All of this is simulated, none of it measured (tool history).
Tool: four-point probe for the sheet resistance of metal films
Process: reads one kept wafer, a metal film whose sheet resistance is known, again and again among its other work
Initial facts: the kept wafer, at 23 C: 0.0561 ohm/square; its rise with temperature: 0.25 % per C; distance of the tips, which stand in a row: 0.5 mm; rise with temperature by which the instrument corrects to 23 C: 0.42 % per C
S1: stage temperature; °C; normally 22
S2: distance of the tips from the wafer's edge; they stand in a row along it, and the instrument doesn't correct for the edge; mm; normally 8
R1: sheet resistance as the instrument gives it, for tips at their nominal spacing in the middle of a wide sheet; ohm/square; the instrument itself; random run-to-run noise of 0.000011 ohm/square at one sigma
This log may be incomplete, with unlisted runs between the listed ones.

| run | hour | S1 | S2 | R1 |
|---|---|---|---|---|
| 1 | 0 | 22 | 8 | 0.055928 |
| 2 | 66.1 | 22 | 37 | 0.055822 |
| 3 | 130.5 | 22 | 37 | 0.055802 |
| 4 | 170.6 | 22 | 37 | 0.055854 |
| 5 | 219.7 | 22 | 9 | 0.055944 |
| 6 | 262.3 | 35 | 8 | 0.054775 |
|  | 302.9 | stage's thermometer calibrated |
| 7 | 332.1 | 22 | 8 | 0.055931 |
| 8 | 376.7 | 22 | 8 | 0.055936 |
| 9 | 412.5 | 22 | 3 | 0.056648 |
| 10 | 460.6 | 22 | 8 | 0.055953 |
| 11 | 517.1 | 22 | 59 | 0.055815 |
| 12 | 569.7 | 22 | 59 | 0.055864 |
|  | 590 | stage's thermometer calibrated, once more |
| 13 | 641.4 | 22 | 59 | 0.055894 |
| 14 | 709 | 22 | 8 | 0.055996 |
| 15 | 776.9 | 29 | 8 | 0.055385 |
| 16 | 825.5 | 22 | 5 | 0.0562 |
| 17 | 859.1 | 22 | 30 | 0.055933 |
| 18 | 908.9 | 22 | 30 | 0.055905 |
| 19 | 975.3 | 22 | 30 | 0.055915 |
| 20 | 1031.8 | 33 | 31 | 0.054938 |
| 21 | 1069.5 | 22 | 42 | 0.055931 |
| 22 | 1116.8 | 34 | 37 | 0.054837 |
| 23 | 1169.9 | 34 | 37 | 0.05486 |
| 24 | 1219.5 | 35 | 64 | 0.054753 |
| 25 | 1250.6 | 35 | 38 | 0.054786 |
| 26 | 1308 | 35 | 23 | 0.054775 |
| 27 | 1375.5 | 21 | 5 | 0.05632 |
| 28 | 1410.6 | 21 | 34 | 0.056054 |
| 29 | 1444.5 | 30 | 29 | 0.055232 |
| 30 | 1496.6 | 27 | 38 | 0.055479 |
| 31 | 1567.1 | 27 | 17 | 0.055527 |
| 32 | 1621.1 | 27 | 17 | 0.055512 |
| 33 | 1675 | 27 | 17 | 0.055512 |
| 34 | 1748.5 | 27 | 17 | 0.05552 |
| 35 | 1799.4 | 25 | 63 | 0.055657 |
| 36 | 1864.2 | 25 | 63 | 0.055699 |
| 37 | 1924.2 | 25 | 52 | 0.055688 |

Measured result minus the same run's result without the hidden state. Both carry the same run-to-run variation, though not necessarily the same gauge scatter:
Hidden state at play: inner tips' distance over the nominal, %; tips' flats over new ones', %; wafer's true temperature over the reading, C; drift of the gauge itself on sheet_ohm, %.
| run | R1 |
|---|---|
| 1 | -0.00038 |
| 2 | -0.000376 |
| 3 | -0.000373 |
| 4 | -0.000372 |
| 5 | -0.000369 |
| 6 | -0.000358 |
| 7 | -0.00037 |
| 8 | -0.000367 |
| 9 | -0.00037 |
| 10 | -0.000363 |
| 11 | -0.00036 |
| 12 | -0.000357 |
| 13 | -0.000305 |
| 14 | -0.000303 |
| 15 | -0.000296 |
| 16 | -0.000297 |
| 17 | -0.000293 |
| 18 | -0.00029 |
| 19 | -0.000286 |
| 20 | -0.000278 |
| 21 | -0.000281 |
| 22 | -0.000272 |
| 23 | -0.00027 |
| 24 | -0.000267 |
| 25 | -0.000265 |
| 26 | -0.000262 |
| 27 | -0.000265 |
| 28 | -0.000262 |
| 29 | -0.000256 |
| 30 | -0.000254 |
| 31 | -0.000251 |
| 32 | -0.000248 |
| 33 | -0.000245 |
| 34 | -0.000241 |
| 35 | -0.000239 |
| 36 | -0.000236 |
| 37 | -0.000232 |
